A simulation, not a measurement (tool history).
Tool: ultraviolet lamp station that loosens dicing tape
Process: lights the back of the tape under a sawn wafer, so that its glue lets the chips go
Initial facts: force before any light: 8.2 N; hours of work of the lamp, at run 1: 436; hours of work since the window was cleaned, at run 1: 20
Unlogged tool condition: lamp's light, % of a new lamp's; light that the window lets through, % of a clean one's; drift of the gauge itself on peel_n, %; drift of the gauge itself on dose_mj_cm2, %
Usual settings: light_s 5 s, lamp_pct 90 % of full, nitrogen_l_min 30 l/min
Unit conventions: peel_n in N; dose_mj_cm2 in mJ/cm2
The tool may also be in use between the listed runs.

| run | hour | light_s | lamp_pct | nitrogen_l_min | hours of work of the lamp | hours of work since the window was cleaned | peel_n | dose_mj_cm2 |
|---|---|---|---|---|---|---|---|---|
| 1 | 0 | 5 | 90 | 30 | 436 | 20 | 0.341 | 376 |
| 2 | 19 | 5 | 90 | 13 | 449 | 33 | 0.639 | 377 |
| 3 | 42.1 | 5 | 90 | 13 | 464 | 49 | 0.65 | 374 |
| 4 | 62.3 | 5 | 90 | 13 | 478 | 62 | 0.663 | 379 |
| 5 | 100.1 | 5 | 70 | 13 | 503 | 88 | 1.136 | 293 |
| 6 | 133.3 | 5 | 70 | 13 | 526 | 110 | 1.069 | 291 |
| 7 | 168 | 5 | 70 | 13 | 549 | 133 | 1.135 | 291 |
| 8 | 207.8 | 5 | 70 | 13 | 576 | 160 | 1.081 | 288 |
| 9 | 241.5 | 5 | 70 | 13 | 598 | 183 | 1.107 | 293 |
| 10 | 281.1 | 3 | 60 | 26 | 625 | 210 | 2.125 | 149 |
| 11 | 298.4 | 3 | 79 | 23 | 637 | 221 | 1.571 | 200 |

Each row is a separate what-if for the run after 11, all from the same tool condition, not one after another. Results?
| A | 329.2 | 4 | 90 | 30 | 657 | 242 | ? | ? |
| B | 329.2 | 4 | 79 | 23 | 657 | 242 | ? | ? |
| C | 329.2 | 7 | 94 | 57 | 657 | 242 | ? | ? |

| run | peel_n | dose_mj_cm2 |
|---|---|---|
| A | 0.577 | 300 |
| B | 0.958 | 264 |
| C | 0.142 | 552 |
With no hidden state in the tool, these same runs would have given:
| run | peel_n | dose_mj_cm2 |
|---|---|---|
| A | 0.576 | 300 |
| B | 0.956 | 265 |
| C | 0.142 | 552 |
